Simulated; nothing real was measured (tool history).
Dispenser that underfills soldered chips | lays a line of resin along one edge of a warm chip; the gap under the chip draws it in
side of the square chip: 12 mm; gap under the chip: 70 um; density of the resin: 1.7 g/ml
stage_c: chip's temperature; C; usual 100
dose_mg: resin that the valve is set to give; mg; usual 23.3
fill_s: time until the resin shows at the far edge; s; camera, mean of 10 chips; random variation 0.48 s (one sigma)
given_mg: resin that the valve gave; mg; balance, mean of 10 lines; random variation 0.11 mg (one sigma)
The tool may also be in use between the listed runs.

run   hour  stage_c  dose_mg  fill_s  given_mg
  1    0.0      100     23.3    41.9     23.18
  2    5.4      100     24.1    55.1     23.68
      15.2  -- new syringe of resin
  3   15.2      100     20.6    42.5     20.22
  4   21.4      100     23.3    53.8     22.95
  5   27.5      100     23.3    74.6     22.68
      30.4  -- new syringe of resin
  6   33.9      100     23.3    49.6     22.65
  7   44.6      100     23.3    81.9     22.80
      45.9  -- new syringe of resin
  8   53.2      100     23.3    60.0     22.48
  9   59.2      100     23.3    78.6     22.30
      61.7  -- new syringe of resin
 10   71.1      100     23.3    65.7     22.35
      78.0  -- new syringe of resin
 11   83.4      100     23.0    56.0     21.78
      93.8  -- new syringe of resin
 12   95.1       91     23.3    62.7     21.95
 13  106.5       91     23.3   107.7     21.88
     109.6  -- new syringe of resin
 14  113.3      100     23.3    50.5     21.73
 15  120.7      100     23.3    71.8     21.66
     125.7  -- new syringe of resin
 16  133.2      100     23.3    60.7     21.64
     140.9  -- dispensing valve cleaned and set on the balance
     142.8  -- new syringe of resin
 17  146.2      100     23.3    50.3     23.50
 18  153.5       85     20.3   132.9     20.16
     158.9  -- new syringe of resin
 19  166.1       99     23.1    61.2     22.92
 20  173.7       98     29.9    88.4     29.44
     175.1  -- new syringe of resin
 21  181.9       98     29.9    60.3     29.27
     190.7  -- new syringe of resin
 22  190.7       90     30.1    58.2     29.39
 23  196.3       90     30.1    76.7     29.21
     206.0  -- new syringe of resin
 24  207.1       90     30.1    62.3     29.07
 25  215.5       95     21.2    82.4     20.51
     221.9  -- new syringe of resin
 26  223.4      100     23.0    46.4     22.07
 27  234.8      107     23.3    62.2     22.16

Run 28 comes next. What will it give?
     237.4  -- new syringe of resin
 28  245.3      100     22.4       ?         ?

Run 28 gave fill_s 66.0 s, given_mg 21.05 mg.
Without the tool's hidden state the same run would have given fill_s 38.8 s, given_mg 22.18 mg.
